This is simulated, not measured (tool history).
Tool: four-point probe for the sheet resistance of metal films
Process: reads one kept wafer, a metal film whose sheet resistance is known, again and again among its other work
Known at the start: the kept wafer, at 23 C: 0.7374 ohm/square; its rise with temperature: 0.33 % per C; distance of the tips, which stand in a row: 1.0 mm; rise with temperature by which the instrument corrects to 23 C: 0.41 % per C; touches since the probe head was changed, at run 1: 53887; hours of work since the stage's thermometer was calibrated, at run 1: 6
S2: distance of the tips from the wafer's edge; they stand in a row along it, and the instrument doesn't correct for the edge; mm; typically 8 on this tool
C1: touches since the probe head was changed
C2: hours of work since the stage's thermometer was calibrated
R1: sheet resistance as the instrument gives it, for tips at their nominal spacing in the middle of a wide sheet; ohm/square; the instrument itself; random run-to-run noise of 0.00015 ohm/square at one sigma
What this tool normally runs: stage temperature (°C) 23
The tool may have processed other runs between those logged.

{"run": 1, "hour": 0.0, "stage temperature (°C)": 23, "S2": 8, "C1": 53887, "C2": 6, "R1": 0.745359}
{"run": 2, "hour": 104.1, "stage temperature (°C)": 23, "S2": 8, "C1": 56157, "C2": 81, "R1": 0.7452}
{"run": 3, "hour": 167.4, "stage temperature (°C)": 23, "S2": 9, "C1": 57536, "C2": 127, "R1": 0.744099}
{"run": 4, "hour": 230.7, "stage temperature (°C)": 23, "S2": 6, "C1": 58917, "C2": 173, "R1": 0.750224}
{"run": 5, "hour": 343.7, "stage temperature (°C)": 23, "S2": 11, "C1": 61380, "C2": 254, "R1": 0.742479}
{"run": 6, "hour": 476.5, "stage temperature (°C)": 23, "S2": 11, "C1": 64275, "C2": 350, "R1": 0.742466}
{"run": 7, "hour": 565.5, "stage temperature (°C)": 21, "S2": 8, "C1": 66215, "C2": 414, "R1": 0.746423}
{"run": 8, "hour": 702.7, "stage temperature (°C)": 25, "S2": 8, "C1": 69206, "C2": 513, "R1": 0.744151}
{"run": 9, "hour": 835.1, "stage temperature (°C)": 25, "S2": 8, "C1": 72093, "C2": 609, "R1": 0.74428}
{"run": 10, "hour": 973.8, "stage temperature (°C)": 25, "S2": 8, "C1": 75117, "C2": 709, "R1": 0.744235}
{"run": 11, "hour": 1041.3, "stage temperature (°C)": 23, "S2": 5, "C1": 76588, "C2": 757, "R1": 0.754346}
{"run": 12, "hour": 1166.7, "stage temperature (°C)": 24, "S2": 5, "C1": 79321, "C2": 848, "R1": 0.753747}
{"run": 13, "hour": 1299.2, "stage temperature (°C)": 27, "S2": 25, "C1": 82211, "C2": 943, "R1": 0.73726}

The next listed run, before its measurement:
{"run": 14, "hour": 1427.7, "stage temperature (°C)": 27, "S2": 25, "C1": 85012, "C2": 1036, "R1": "?"}

R1: 0.737270 ohm/square
If the tool had no hidden condition, the same run with the same run-to-run variation would have returned R1 0.735865 ohm/square.

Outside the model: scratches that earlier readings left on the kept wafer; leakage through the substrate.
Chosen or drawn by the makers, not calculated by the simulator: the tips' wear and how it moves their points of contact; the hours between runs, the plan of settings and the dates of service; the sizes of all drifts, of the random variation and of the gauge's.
